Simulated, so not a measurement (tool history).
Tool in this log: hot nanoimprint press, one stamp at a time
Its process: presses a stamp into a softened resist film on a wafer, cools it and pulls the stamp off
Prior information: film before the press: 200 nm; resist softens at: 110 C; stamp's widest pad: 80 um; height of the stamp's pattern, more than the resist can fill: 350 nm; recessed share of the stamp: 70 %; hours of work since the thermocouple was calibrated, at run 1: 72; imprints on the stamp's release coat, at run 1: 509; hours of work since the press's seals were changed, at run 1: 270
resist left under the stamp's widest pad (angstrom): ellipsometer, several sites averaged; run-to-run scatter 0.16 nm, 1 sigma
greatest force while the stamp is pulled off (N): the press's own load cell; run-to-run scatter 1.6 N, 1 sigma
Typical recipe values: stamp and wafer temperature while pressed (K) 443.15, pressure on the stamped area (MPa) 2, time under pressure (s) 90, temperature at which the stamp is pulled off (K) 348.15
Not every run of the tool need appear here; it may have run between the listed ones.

run    hour  stamp and wafer temperature while pressed (K)  pressure on the stamped area (MPa)  time under pressure (s)  temperature at which the stamp is pulled off (K)  hours of work since the thermocouple was calibrated  imprints on the stamp's release coat  hours of work since the press's seals were changed  resist left under the stamp's widest pad (angstrom)  greatest force while the stamp is pulled off (N)
  1       0                                         443.15                                   2                       90                                            348.15                                                   72                                   509                                                 270                                                 1064                                               109
  2    52.4                                         443.15                                1.66                       90                                            348.15                                                  105                                   736                                                 302                                                 1142                                               113
  3   130.2                                         443.15                                1.66                       90                                            348.15                                                  153                                  1074                                                 350                                                 1143                                               111
      177.1  -- stamp cleaned and given a new release coat
  4   194.3                                         443.15                                1.66                       90                                            348.15                                                  189                                    74                                                 386                                                 1142                                               113
  5   227.7                                         443.15                                1.66                       90                                            348.15                                                  209                                   219                                                 407                                                 1143                                               111
  6     290                                         443.15                                1.66                       90                                            348.15                                                  248                                   489                                                 445                                                 1142                                               110
  7   343.6                                         443.15                                1.66                       90                                            348.15                                                  281                                   722                                                 479                                                 1138                                               114
  8   393.6                                         443.15                                   2                       90                                            348.15                                                  312                                   939                                                 509                                                 1065                                               113
  9   445.7                                         443.15                                   2                       90                                            348.15                                                  344                                  1165                                                 542                                                 1066                                               111
      470.5  -- stamp cleaned and given a new release coat
 10   485.7                                         432.15                                   2                       90                                            348.15                                                  365                                    66                                                 563                                                 1566                                               114
 11   557.5                                         443.15                                   2                       90                                            336.15                                                  409                                   377                                                 607                                                 1066                                               118
 12   598.4                                         443.15                                   2                       90                                            336.15                                                  434                                   555                                                 632                                                 1064                                               120
      620.7  -- plate thermocouple calibrated
 13   644.8                                         443.15                                   2                       90                                            336.15                                                   15                                   743                                                 659                                                 1065                                               122
 14   705.2                                         443.15                                   2                       90                                            336.15                                                   52                                  1006                                                 696                                                 1064                                               119
 15   743.1                                         443.15                                   2                       90                                            336.15                                                   76                                  1170                                                 720                                                 1063                                               122
      767.1  -- stamp cleaned and given a new release coat
 16   812.4                                         443.15                                   2                       90                                            336.15                                                  115                                   197                                                 759                                                 1065                                               124
 17   889.3                                         443.15                                   2                       90                                            336.15                                                  162                                   531                                                 806                                                 1063                                               118
 18     960                                         443.15                                   2                       90                                            336.15                                                  206                                   837                                                 850                                                 1063                                               123
 19  1011.4                                         441.15                                2.01                       72                                            336.15                                                  238                                  1061                                                 881                                                 1235                                               118
     1058.2  -- stamp cleaned and given a new release coat
 20  1082.1                                         443.15                                   2                       63                                            345.15                                                  277                                   104                                                 921                                                 1196                                               113
 21  1165.1                                         443.15                                2.37                       47                                            348.15                                                  329                                   464                                                 973                                                 1238                                               111
 22    1211                                         443.15                                2.41                       52                                            348.15                                                  357                                   663                                                1001                                                 1194                                               113
 23  1249.9                                         444.15                                2.41                       94                                            341.15                                                  381                                   832                                                1025                                                  929                                               117
 24  1330.9                                         454.15                                2.39                       70                                            334.15                                                  431                                  1183                                                1075                                                  687                                               121
     1352.9  -- stamp cleaned and given a new release coat
     1360.3  -- plate thermocouple calibrated
 25  1377.6                                         454.15                                2.39                       70                                            334.15                                                   11                                    94                                                1098                                                  686                                               122
 26  1430.6                                         433.15                                2.81                      130                                            351.15                                                   43                                   324                                                1131                                                 1267                                               112
 27  1482.8                                         433.15                                2.81                      130                                            351.15                                                   76                                   550                                                1163                                                 1264                                               113
     1502.6  -- press's hydraulic seals changed and the load cell set to zero
 28  1550.2                                         433.15                                2.81                      130                                            351.15                                                  112                                   808                                                  29                                                 1267                                               108
 29  1631.8                                         434.15                                1.58                      142                                            342.15                                                  163                                  1162                                                  80                                                 1402                                               115

Consider 3 possible next runs. They are alternatives, not a sequence: every one starts from the tool as it was left by run 29. What does each give?
     1661.3  -- stamp cleaned and given a new release coat
     1701.5  -- gauge calibrated
  A  1705                                         438.15                                1.58                       54                                            342.15                                                  204                                   189                                                 121                                                    ?                                                 ?
     1661.3  -- stamp cleaned and given a new release coat
     1701.5  -- gauge calibrated
  B  1705                                         435.15                                1.58                       71                                            347.15                                                  204                                   189                                                 121                                                    ?                                                 ?
     1661.3  -- stamp cleaned and given a new release coat
     1701.5  -- gauge calibrated
  C  1705                                         434.15                                1.58                       49                                            342.15                                                  204                                   189                                                 121                                                    ?                                                 ?

run  resist left under the stamp's widest pad (angstrom)  greatest force while the stamp is pulled off (N)
  A                                                 1558                                               115
  B                                                 1595                                               113
  C                                                 1723                                               116
Without the tool's unlogged condition, the same runs would have read:
run  resist left under the stamp's widest pad (angstrom)  greatest force while the stamp is pulled off (N)
  A                                                 1558                                               115
  B                                                 1596                                               113
  C                                                 1723                                               116

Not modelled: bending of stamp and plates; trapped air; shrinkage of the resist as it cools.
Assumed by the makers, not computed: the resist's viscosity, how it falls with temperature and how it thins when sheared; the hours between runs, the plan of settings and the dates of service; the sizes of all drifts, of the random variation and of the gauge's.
